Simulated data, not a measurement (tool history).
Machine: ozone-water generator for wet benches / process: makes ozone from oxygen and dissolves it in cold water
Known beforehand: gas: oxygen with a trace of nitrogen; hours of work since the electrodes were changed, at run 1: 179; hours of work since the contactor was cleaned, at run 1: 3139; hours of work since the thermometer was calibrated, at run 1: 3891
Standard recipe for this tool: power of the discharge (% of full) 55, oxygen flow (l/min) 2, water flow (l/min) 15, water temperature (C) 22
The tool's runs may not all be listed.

| run | hour | power of the discharge (% of full) | oxygen flow (l/min) | water flow (l/min) | water temperature (C) | hours of work since the electrodes were changed | hours of work since the contactor was cleaned | hours of work since the thermometer was calibrated | dissolved ozone (ppm) | ozone in the gas ahead of the water (g/m3) |
|---|---|---|---|---|---|---|---|---|---|---|
| 1 | 0 | 55 | 2 | 15 | 22 | 179 | 3139 | 3891 | 11.2 | 218.1 |
| 2 | 18.6 | 55 | 2 | 15 | 22 | 196 | 3156 | 3908 | 11.3 | 219 |
| 3 | 39.1 | 55 | 2 | 15 | 17 | 215 | 3175 | 3927 | 11.9 | 220.7 |
| 4 | 57.6 | 55 | 2 | 24 | 22 | 232 | 3192 | 3944 | 6.5 | 219.4 |
| 5 | 90.9 | 55 | 2 | 24 | 22 | 263 | 3223 | 3975 | 6.4 | 220 |
| 6 | 113.9 | 55 | 2 | 24 | 22 | 284 | 3244 | 3996 | 6.3 | 219.1 |
| 7 | 144.5 | 55 | 2 | 24 | 22 | 312 | 3272 | 4024 | 6.2 | 219.9 |
| 8 | 172.4 | 55 | 2 | 24 | 22 | 338 | 3298 | 4050 | 6.5 | 217 |
| 9 | 191 | 55 | 2 | 24 | 22 | 355 | 3315 | 4067 | 6.4 | 217.4 |
| 10 | 206.3 | 55 | 2 | 24 | 22 | 369 | 3329 | 4081 | 6.3 | 220.8 |
| 11 | 239.2 | 55 | 2 | 15 | 22 | 400 | 3360 | 4112 | 11.2 | 219.1 |
| 12 | 264.4 | 55 | 2 | 15 | 22 | 423 | 3383 | 4135 | 11.3 | 216.5 |
| 13 | 287.3 | 55 | 2 | 15 | 22 | 444 | 3404 | 4156 | 11.3 | 219.1 |
| 14 | 309.2 | 55 | 2 | 15 | 22 | 464 | 3424 | 4177 | 11.2 | 220.1 |
| 15 | 334.8 | 55 | 2 | 15 | 22 | 488 | 3448 | 4200 | 11.3 | 217.8 |
| 16 | 350.4 | 55 | 2 | 15 | 22 | 502 | 3462 | 4215 | 11.2 | 216.6 |
| 17 | 366.8 | 55 | 2 | 15 | 22 | 518 | 3477 | 4230 | 11.4 | 219.5 |
| 18 | 394.8 | 53 | 2 | 15 | 25 | 544 | 3503 | 4256 | 10.5 | 212.1 |
|  | 401.4 | contactor cleaned |
| 19 | 428.1 | 99 | 2 | 19 | 22 | 571 | 25 | 4283 | 12.6 | 340.2 |
| 20 | 448 | 73 | 1.37 | 12 | 18 | 589 | 43 | 4301 | 17.5 | 343.5 |
| 21 | 476.5 | 55 | 1.79 | 15 | 24 | 615 | 69 | 4327 | 10.5 | 235.3 |
|  | 482.4 | contactor cleaned, once more |
| 22 | 510 | 55 | 2 | 12 | 23 | 642 | 25 | 4354 | 14.8 | 216.9 |
| 23 | 526.4 | 55 | 2 | 15 | 27 | 658 | 41 | 4370 | 11.1 | 218.6 |
| 24 | 559.5 | 81 | 2.96 | 11 | 27 | 688 | 71 | 4400 | 19.7 | 232.1 |
| 25 | 575.9 | 86 | 2.17 | 15 | 17 | 703 | 86 | 4415 | 17.5 | 291.3 |
| 26 | 590.3 | 86 | 2.17 | 15 | 17 | 717 | 100 | 4429 | 17.6 | 288.1 |
| 27 | 607.2 | 86 | 2.17 | 15 | 21 | 732 | 115 | 4444 | 16.7 | 291.4 |
| 28 | 628.4 | 86 | 2.17 | 23 | 21 | 752 | 135 | 4464 | 10.1 | 287.6 |
| 29 | 664.2 | 78 | 2 | 15 | 22 | 785 | 168 | 4497 | 15 | 283.6 |
| 30 | 695.3 | 78 | 2 | 15 | 22 | 814 | 197 | 4526 | 15.1 | 283.2 |
| 31 | 729.8 | 82 | 2 | 15 | 22 | 845 | 228 | 4557 | 15.6 | 297.2 |
| 32 | 763.8 | 55 | 2.88 | 11 | 22 | 877 | 260 | 4589 | 15.9 | 174.4 |

Forecast each of these 5 alternatives for the next run:
| A | 797.8 | 86 | 2 | 15 | 22 | 908 | 291 | 4620 | ? | ? |
| B | 797.8 | 74 | 2 | 15 | 22 | 908 | 291 | 4620 | ? | ? |
| C | 797.8 | 55 | 2.14 | 15 | 22 | 908 | 291 | 4620 | ? | ? |
| D | 797.8 | 55 | 3.18 | 19 | 28 | 908 | 291 | 4620 | ? | ? |
| E | 797.8 | 90 | 2 | 19 | 22 | 908 | 291 | 4620 | ? | ? |

| run | dissolved ozone (ppm) | ozone in the gas ahead of the water (g/m3) |
|---|---|---|
| A | 16.3 | 306.2 |
| B | 14.5 | 272.4 |
| C | 11.7 | 208 |
| D | 8.5 | 164.1 |
| E | 12.6 | 314.2 |
Had the tool no hidden state, the same runs would have come out as:
| run | dissolved ozone (ppm) | ozone in the gas ahead of the water (g/m3) |
|---|---|---|
| A | 16.9 | 314.7 |
| B | 15 | 279.2 |
| C | 12 | 212.1 |
| D | 8.8 | 167.4 |
| E | 13.1 | 323.3 |

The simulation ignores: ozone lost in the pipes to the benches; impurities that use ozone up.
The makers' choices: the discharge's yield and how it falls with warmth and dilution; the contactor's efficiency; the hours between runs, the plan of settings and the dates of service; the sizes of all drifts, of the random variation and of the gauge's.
